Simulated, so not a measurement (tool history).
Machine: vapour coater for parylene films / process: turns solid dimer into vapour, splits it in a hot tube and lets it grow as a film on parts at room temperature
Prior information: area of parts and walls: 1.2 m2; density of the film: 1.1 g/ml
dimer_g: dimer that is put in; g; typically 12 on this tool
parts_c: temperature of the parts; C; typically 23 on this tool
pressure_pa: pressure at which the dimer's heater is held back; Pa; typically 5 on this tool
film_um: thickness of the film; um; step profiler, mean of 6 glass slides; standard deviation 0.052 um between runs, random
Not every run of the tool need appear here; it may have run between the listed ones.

Run 1, hour 0: usual settings. Result: film_um 5.93 um.
Run 2, hour 28.8: usual settings but dimer_g 7 g. Result: film_um 3.5 um.
Run 3, hour 53.4: usual settings but pressure_pa 6.06 Pa. Result: film_um 5.56 um.
Run 4, hour 77.8: usual settings but pressure_pa 6.06 Pa. Result: film_um 5.6 um.
Run 5, hour 90.5: usual settings but pressure_pa 6.06 Pa. Result: film_um 5.64 um.
Run 6, hour 104.4: usual settings but pressure_pa 6.06 Pa. Result: film_um 5.64 um.
Run 7, hour 129.1: usual settings but pressure_pa 6.06 Pa. Result: film_um 5.55 um.
Run 8, hour 157: usual settings but parts_c 32 C, pressure_pa 6.06 Pa. Result: film_um 4.44 um.
Run 9, hour 185.6: usual settings but parts_c 32 C, pressure_pa 6.06 Pa. Result: film_um 4.36 um.
Run 10, hour 209: usual settings but dimer_g 10 g. Result: film_um 4.73 um.
Run 11, hour 231.6: usual settings but dimer_g 13 g. Result: film_um 6.04 um.
Run 12, hour 253.7: usual settings but pressure_pa 4.07 Pa. Result: film_um 5.75 um.
Run 13, hour 268: usual settings but parts_c 24 C, pressure_pa 3.45 Pa. Result: film_um 5.84 um.
Run 14, hour 289.4: usual settings but parts_c 24 C, pressure_pa 3.45 Pa. Result: film_um 5.8 um.
Run 15, hour 305.1: usual settings but dimer_g 13 g, parts_c 31 C, pressure_pa 3.63 Pa. Result: film_um 5.18 um.
Run 16, hour 333.9: usual settings but parts_c 18 C, pressure_pa 2.39 Pa. Result: film_um 7.23 um.
Run 17, hour 348.3: usual settings but dimer_g 11 g, parts_c 35 C, pressure_pa 2.11 Pa. Result: film_um 4.28 um.
Run 18, hour 370: usual settings but dimer_g 11 g, parts_c 35 C, pressure_pa 2.11 Pa. Result: film_um 4.27 um.
Run 19, hour 391.3: usual settings but dimer_g 8 g, pressure_pa 10.3 Pa. Result: film_um 3.15 um.
Run 20, hour 410.6: usual settings but dimer_g 8 g, pressure_pa 10.3 Pa. Result: film_um 3.17 um.

Measured minus without-hidden-state, run by run (identical run-to-run variation in each term; gauge scatter may differ):
Hidden conditions of the tool in this case: vapour lost through the trap's worn valve, %; true temperature of the parts over the reading, C; drift of the gauge itself on film_um, %.
run  film_um
  1    -0.09
  2    -0.07
  3    -0.14
  4    -0.17
  5    -0.19
  6     -0.2
  7    -0.23
  8    -0.22
  9    -0.24
 10    -0.29
 11    -0.41
 12    -0.41
 13    -0.44
 14    -0.47
 15    -0.44
 16    -0.66
 17    -0.41
 18    -0.43
 19    -0.34
 20    -0.35

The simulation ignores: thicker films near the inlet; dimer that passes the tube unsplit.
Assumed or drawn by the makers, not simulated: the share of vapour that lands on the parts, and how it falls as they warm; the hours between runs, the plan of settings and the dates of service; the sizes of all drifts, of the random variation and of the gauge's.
